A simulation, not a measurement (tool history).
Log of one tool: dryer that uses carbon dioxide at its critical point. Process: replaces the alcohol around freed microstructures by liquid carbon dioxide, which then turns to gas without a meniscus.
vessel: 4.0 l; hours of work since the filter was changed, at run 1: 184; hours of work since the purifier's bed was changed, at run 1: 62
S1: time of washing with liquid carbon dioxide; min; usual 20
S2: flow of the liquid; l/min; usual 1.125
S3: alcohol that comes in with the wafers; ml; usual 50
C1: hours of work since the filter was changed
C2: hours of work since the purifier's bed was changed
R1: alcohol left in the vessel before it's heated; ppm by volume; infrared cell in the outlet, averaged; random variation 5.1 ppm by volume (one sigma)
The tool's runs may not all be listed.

run,hour,S1,S2,S3,C1,C2,R1
1,0,20,1.125,50,184,62,75
2,13.2,20,1.125,50,194,72,72
3,26.5,20,1.125,50,204,82,80
4,38.7,20,0.76,50,213,91,353
5,47.3,20,1.125,50,220,97,84
6,62.3,20,1.125,50,231,108,82
7,69.5,20,1.125,50,237,114,89
8,84.2,18,1,45,248,125,197
9,92.2,25,1.05,46,254,131,46
10,106,12,1.22,50,264,141,451
11,116.8,12,1.22,50,272,149,445
12,131,12,1.22,50,283,160,451
13,138,12,1.47,50,288,165,251
14,145.1,13,0.8,50,293,171,1145

Hidden state or all else? Some run-to-run changes of R1, split into what the settings, what came in and random variation would give without the hidden state, and what is left for the hidden state (with any gauge scatter that isn't in both results):
The hidden state here: flow that reaches the vessel past the clogged filter, %; alcohol in the recycled carbon dioxide, ppm; drift of the gauge itself on alcohol_ppm, %.
Run 13 -> 14: S1 12 -> 13, S2 1.47 -> 0.8. R1 +894 ppm by volume: hidden state +119, all else +775.
